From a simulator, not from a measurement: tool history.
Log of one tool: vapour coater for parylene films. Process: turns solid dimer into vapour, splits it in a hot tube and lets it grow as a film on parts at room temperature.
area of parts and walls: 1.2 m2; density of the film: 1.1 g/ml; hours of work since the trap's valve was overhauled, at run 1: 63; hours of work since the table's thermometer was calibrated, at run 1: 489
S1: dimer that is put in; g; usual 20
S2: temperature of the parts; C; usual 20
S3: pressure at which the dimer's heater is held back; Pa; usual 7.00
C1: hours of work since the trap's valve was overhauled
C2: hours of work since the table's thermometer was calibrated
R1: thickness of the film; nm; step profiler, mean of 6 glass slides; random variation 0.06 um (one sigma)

{"run": 1, "hour": 0.0, "S1": 20, "S2": 20, "S3": 7.0, "C1": 63, "C2": 489, "R1": 6860}
{"run": 2, "hour": 17.3, "S1": 20, "S2": 20, "S3": 7.0, "C1": 77, "C2": 503, "R1": 6810}
{"run": 3, "hour": 35.5, "S1": 20, "S2": 20, "S3": 7.0, "C1": 91, "C2": 517, "R1": 6830}
{"run": 4, "hour": 50.0, "S1": 20, "S2": 18, "S3": 7.0, "C1": 103, "C2": 529, "R1": 7180}
{"run": 5, "hour": 65.0, "S1": 20, "S2": 18, "S3": 7.0, "C1": 115, "C2": 541, "R1": 7240}
{"run": 6, "hour": 77.2, "S1": 20, "S2": 20, "S3": 7.0, "C1": 125, "C2": 551, "R1": 6710}
{"run": 7, "hour": 92.2, "S1": 20, "S2": 20, "S3": 7.0, "C1": 137, "C2": 562, "R1": 6750}
{"run": 8, "hour": 103.7, "S1": 24, "S2": 20, "S3": 7.0, "C1": 146, "C2": 572, "R1": 8060}
{"run": 9, "hour": 120.7, "S1": 24, "S2": 20, "S3": 7.0, "C1": 159, "C2": 585, "R1": 7960}
{"run": 10, "hour": 130.9, "S1": 24, "S2": 20, "S3": 7.0, "C1": 167, "C2": 593, "R1": 7930}
{"run": 11, "hour": 140.4, "S1": 20, "S2": 20, "S3": 7.0, "C1": 175, "C2": 601, "R1": 6680}
{"run": 12, "hour": 153.4, "S1": 20, "S2": 20, "S3": 7.0, "C1": 185, "C2": 611, "R1": 6660}
{"run": 13, "hour": 162.7, "S1": 20, "S2": 20, "S3": 7.0, "C1": 193, "C2": 619, "R1": 6600}
{"run": 14, "hour": 171.9, "S1": 20, "S2": 20, "S3": 7.0, "C1": 200, "C2": 626, "R1": 6670}
{"run": 15, "hour": 180.5, "S1": 20, "S2": 20, "S3": 11.09, "C1": 207, "C2": 633, "R1": 6220}
{"run": 16, "hour": 194.3, "S1": 20, "S2": 20, "S3": 11.09, "C1": 218, "C2": 644, "R1": 6240}
{"run": 17, "hour": 203.0, "S1": 20, "S2": 20, "S3": 7.0, "C1": 225, "C2": 651, "R1": 6600}
{"run": 18, "hour": 215.6, "S1": 20, "S2": 20, "S3": 7.0, "C1": 235, "C2": 661, "R1": 6560}
{"run": 19, "hour": 233.1, "S1": 20, "S2": 20, "S3": 7.0, "C1": 249, "C2": 675, "R1": 6550}
{"run": 20, "hour": 242.9, "S1": 20, "S2": 20, "S3": 7.0, "C1": 257, "C2": 683, "R1": 6350}
{"run": 21, "hour": 254.4, "S1": 20, "S2": 20, "S3": 7.0, "C1": 266, "C2": 692, "R1": 6570}
{"run": 22, "hour": 268.0, "S1": 20, "S2": 20, "S3": 2.35, "C1": 277, "C2": 703, "R1": 7520}
{"run": 23, "hour": 286.2, "S1": 20, "S2": 20, "S3": 2.35, "C1": 292, "C2": 717, "R1": 7440}
{"run": 24, "hour": 293.6, "S1": 20, "S2": 20, "S3": 2.35, "C1": 297, "C2": 723, "R1": 7410}
{"run": 25, "hour": 302.3, "S1": 15, "S2": 19, "S3": 4.32, "C1": 304, "C2": 730, "R1": 5220}
{"run": 26, "hour": 319.0, "S1": 15, "S2": 19, "S3": 4.32, "C1": 318, "C2": 744, "R1": 5220}
{"hour": 325.2, "done": "trap's valve overhauled"}
{"run": 27, "hour": 339.8, "S1": 20, "S2": 13, "S3": 2.72, "C1": 12, "C2": 757, "R1": 9950}
{"run": 28, "hour": 356.8, "S1": 27, "S2": 12, "S3": 6.84, "C1": 25, "C2": 771, "R1": 12070}
{"run": 29, "hour": 365.8, "S1": 22, "S2": 12, "S3": 2.34, "C1": 32, "C2": 778, "R1": 11290}
{"run": 30, "hour": 377.6, "S1": 22, "S2": 12, "S3": 2.34, "C1": 42, "C2": 787, "R1": 11490}
{"run": 31, "hour": 388.0, "S1": 22, "S2": 18, "S3": 2.02, "C1": 50, "C2": 795, "R1": 9670}
{"run": 32, "hour": 397.9, "S1": 20, "S2": 17, "S3": 7.0, "C1": 58, "C2": 803, "R1": 7740}
{"run": 33, "hour": 415.1, "S1": 22, "S2": 20, "S3": 4.47, "C1": 72, "C2": 817, "R1": 8070}
{"run": 34, "hour": 426.6, "S1": 11, "S2": 20, "S3": 10.42, "C1": 81, "C2": 826, "R1": 3580}
{"run": 35, "hour": 434.1, "S1": 11, "S2": 20, "S3": 10.42, "C1": 87, "C2": 832, "R1": 3580}
{"run": 36, "hour": 452.3, "S1": 11, "S2": 20, "S3": 10.42, "C1": 101, "C2": 847, "R1": 3530}
{"run": 37, "hour": 465.4, "S1": 20, "S2": 18, "S3": 10.72, "C1": 112, "C2": 857, "R1": 6690}
{"run": 38, "hour": 476.4, "S1": 20, "S2": 18, "S3": 10.72, "C1": 121, "C2": 866, "R1": 6860}
{"run": 39, "hour": 484.0, "S1": 14, "S2": 12, "S3": 7.0, "C1": 127, "C2": 872, "R1": 6110}
{"run": 40, "hour": 500.5, "S1": 20, "S2": 12, "S3": 2.35, "C1": 140, "C2": 885, "R1": 10120}
{"run": 41, "hour": 509.4, "S1": 20, "S2": 12, "S3": 2.35, "C1": 147, "C2": 892, "R1": 10090}
{"run": 42, "hour": 522.3, "S1": 20, "S2": 12, "S3": 2.35, "C1": 157, "C2": 903, "R1": 10080}
{"run": 43, "hour": 533.6, "S1": 20, "S2": 12, "S3": 2.35, "C1": 166, "C2": 912, "R1": 9960}
{"run": 44, "hour": 551.2, "S1": 8, "S2": 25, "S3": 2.61, "C1": 180, "C2": 926, "R1": 2650}
{"run": 45, "hour": 563.6, "S1": 25, "S2": 29, "S3": 10.18, "C1": 190, "C2": 936, "R1": 5980}
{"run": 46, "hour": 580.4, "S1": 25, "S2": 29, "S3": 10.18, "C1": 204, "C2": 949, "R1": 5900}

Some steps in R1 between neighbouring runs. How much of each would the tool show without its hidden state too (settings, what came in, random variation), and how much is left for the hidden state, with any gauge scatter that isn't in both results?
The hidden state here: vapour lost through the trap's worn valve, %; true temperature of the parts over the reading, C; drift of the gauge itself on film_um, %.
Run 24 -> 25: S1 20 -> 15, S2 20 -> 19, S3 2.35 -> 4.32. R1 -2190 nm: hidden state +200, all else -2390.
Run 26 -> 27: S1 15 -> 20, S2 19 -> 13, S3 4.32 -> 2.72, trap's valve overhauled. R1 +4730 nm: hidden state +540, all else +4190.
Run 33 -> 34: S1 22 -> 11, S3 4.47 -> 10.42. R1 -4490 nm: hidden state +70, all else -4560.
Run 43 -> 44: S1 20 -> 8, S2 12 -> 25, S3 2.35 -> 2.61. R1 -7310 nm: hidden state +340, all else -7650.

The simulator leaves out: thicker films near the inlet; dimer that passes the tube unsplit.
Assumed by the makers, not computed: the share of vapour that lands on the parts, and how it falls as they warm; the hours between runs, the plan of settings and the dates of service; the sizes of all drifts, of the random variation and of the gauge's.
